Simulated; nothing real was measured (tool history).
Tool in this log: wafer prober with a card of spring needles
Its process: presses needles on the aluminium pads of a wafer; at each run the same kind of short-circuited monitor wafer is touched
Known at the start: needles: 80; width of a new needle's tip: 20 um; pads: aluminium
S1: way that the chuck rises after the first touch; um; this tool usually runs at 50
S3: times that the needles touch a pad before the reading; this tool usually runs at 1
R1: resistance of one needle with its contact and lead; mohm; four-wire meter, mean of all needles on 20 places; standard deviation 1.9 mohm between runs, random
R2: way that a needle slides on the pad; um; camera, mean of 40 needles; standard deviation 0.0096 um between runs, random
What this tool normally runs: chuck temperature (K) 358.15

{"run": 1, "day": 0.0, "S1": 50, "chuck temperature (K)": 358.15, "S3": 1, "R1": 256, "R2": 6.935}
{"day": 0.562, "done": "tips cleaned on abrasive film"}
{"run": 2, "day": 1.467, "S1": 50, "chuck temperature (K)": 358.15, "S3": 1, "R1": 270, "R2": 6.957}
{"day": 1.767, "done": "tips cleaned on abrasive film"}
{"run": 3, "day": 2.421, "S1": 50, "chuck temperature (K)": 358.15, "S3": 1, "R1": 256, "R2": 6.923}
{"day": 2.942, "done": "tips cleaned on abrasive film"}
{"day": 3.296, "done": "height of the first contact set anew"}
{"run": 4, "day": 3.296, "S1": 54, "chuck temperature (K)": 358.15, "S3": 1, "R1": 229, "R2": 7.55}
{"day": 4.167, "done": "tips cleaned on abrasive film"}
{"run": 5, "day": 4.917, "S1": 50, "chuck temperature (K)": 358.15, "S3": 1, "R1": 260, "R2": 6.98}
{"day": 5.404, "done": "tips cleaned on abrasive film"}
{"run": 6, "day": 6.004, "S1": 50, "chuck temperature (K)": 354.15, "S3": 1, "R1": 248, "R2": 6.992}
{"day": 6.692, "done": "tips cleaned on abrasive film"}
{"run": 7, "day": 7.475, "S1": 50, "chuck temperature (K)": 354.15, "S3": 1, "R1": 259, "R2": 6.971}
{"day": 7.879, "done": "tips cleaned on abrasive film"}
{"run": 8, "day": 8.796, "S1": 42, "chuck temperature (K)": 354.15, "S3": 1, "R1": 294, "R2": 5.851}
{"day": 9.088, "done": "tips cleaned on abrasive film"}
{"run": 9, "day": 10.204, "S1": 42, "chuck temperature (K)": 385.15, "S3": 1, "R1": 304, "R2": 5.855}
{"day": 10.358, "done": "tips cleaned on abrasive film"}
{"run": 10, "day": 11.321, "S1": 42, "chuck temperature (K)": 385.15, "S3": 1, "R1": 308, "R2": 5.852}
{"day": 11.654, "done": "tips cleaned on abrasive film"}
{"day": 12.867, "done": "tips cleaned on abrasive film"}
{"run": 11, "day": 13.071, "S1": 42, "chuck temperature (K)": 385.15, "S3": 1, "R1": 239, "R2": 5.824}
{"day": 14.071, "done": "tips cleaned on abrasive film"}
{"run": 12, "day": 14.496, "S1": 42, "chuck temperature (K)": 385.15, "S3": 1, "R1": 266, "R2": 5.816}
{"day": 15.308, "done": "tips cleaned on abrasive film"}
{"run": 13, "day": 15.492, "S1": 50, "chuck temperature (K)": 358.15, "S3": 1, "R1": 227, "R2": 6.935}
{"day": 15.642, "done": "height of the first contact set anew"}
{"day": 16.604, "done": "tips cleaned on abrasive film"}
{"run": 14, "day": 17.104, "S1": 50, "chuck temperature (K)": 358.15, "S3": 2, "R1": 229, "R2": 6.982}
{"day": 17.846, "done": "tips cleaned on abrasive film"}
{"run": 15, "day": 17.904, "S1": 50, "chuck temperature (K)": 358.15, "S3": 2, "R1": 210, "R2": 6.977}
{"run": 16, "day": 18.971, "S1": 50, "chuck temperature (K)": 358.15, "S3": 2, "R1": 244, "R2": 6.966}

Run 17 comes next. What will it give?
{"day": 19.079, "done": "tips cleaned on abrasive film"}
{"run": 17, "day": 19.675, "S1": 50, "chuck temperature (K)": 358.15, "S3": 2, "R1": "?", "R2": "?"}

{"run 17": {"R1": 229, "R2": 6.966}}
Were there no unlogged condition in the tool, this run, its random variation unchanged, would have produced R1 199 mohm, R2 6.989 um.
